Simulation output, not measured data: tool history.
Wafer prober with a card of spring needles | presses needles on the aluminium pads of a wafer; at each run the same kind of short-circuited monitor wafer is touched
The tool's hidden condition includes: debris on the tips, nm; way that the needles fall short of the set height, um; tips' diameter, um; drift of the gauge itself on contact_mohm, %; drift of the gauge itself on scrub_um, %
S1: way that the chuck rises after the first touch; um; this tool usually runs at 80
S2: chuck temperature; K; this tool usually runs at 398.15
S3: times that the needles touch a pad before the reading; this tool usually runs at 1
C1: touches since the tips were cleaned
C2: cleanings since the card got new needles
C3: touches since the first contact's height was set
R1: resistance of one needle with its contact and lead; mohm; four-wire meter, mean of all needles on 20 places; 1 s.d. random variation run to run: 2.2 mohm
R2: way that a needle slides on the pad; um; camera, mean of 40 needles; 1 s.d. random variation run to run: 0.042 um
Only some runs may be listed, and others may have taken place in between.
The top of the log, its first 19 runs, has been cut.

run,hour,S1,S2,S3,C1,C2,C3,R1,R2
20,109.3,87,356.15,1,3444,66,32086,298,19.34
# hour 109.8: tips cleaned on abrasive film
21,114,87,356.15,1,2744,67,35098,296,19.38
# hour 115.9: tips cleaned on abrasive film
# hour 122: tips cleaned on abrasive film
22,122.4,64,398.15,2,243,69,40469,267,14.13
# hour 128: tips cleaned on abrasive film
23,131.4,64,398.15,2,2222,70,46270,303,14.15
# hour 133.7: tips cleaned on abrasive film
24,135.4,67,398.15,2,1135,71,48823,275,14.78
# hour 139.7: tips cleaned on abrasive film
25,144.3,91,333.15,2,3017,72,54577,259,20.17
# hour 145.6: tips cleaned on abrasive film
# hour 151.5: tips cleaned on abrasive film
26,153.7,83,305.15,1,1413,74,60560,272,18.29
# hour 157.5: tips cleaned on abrasive film
# hour 163.2: tips cleaned on abrasive film
27,163.2,83,305.15,1,0,76,66606,226,18.23
# hour 168.8: tips cleaned on abrasive film
28,170.5,83,305.15,1,1117,77,71331,261,18.26
# hour 174.9: tips cleaned on abrasive film
29,175,80,374.15,2,71,78,74176,249,17.54
30,179.3,80,374.15,2,2927,78,77032,282,17.57
# hour 180.6: tips cleaned on abrasive film
31,183.7,80,374.15,2,1993,79,79804,268,17.5
# hour 186.4: tips cleaned on abrasive film
32,188.1,80,374.15,2,1120,80,82645,261,17.4
# hour 192.5: tips cleaned on abrasive film
33,195.4,80,398.15,1,1906,81,87309,295,17.47

Alternative continuations, all from the tool just after run 33; predict every row:
# hour 198.4: tips cleaned on abrasive film
# hour 204.3: tips cleaned on abrasive film
A,205.1,80,389.15,1,535,83,93538,?,?
# hour 198.4: tips cleaned on abrasive film
# hour 204.3: tips cleaned on abrasive film
B,205.1,80,315.15,2,535,83,93538,?,?
# hour 198.4: tips cleaned on abrasive film
# hour 204.3: tips cleaned on abrasive film
C,205.1,80,398.15,1,535,83,93538,?,?

run,R1,R2
A,266,17.44
B,241,17.43
C,272,17.42
What these runs would have given with no unlogged condition in the tool:
run,R1,R2
A,242,18.02
B,224,18.01
C,247,18
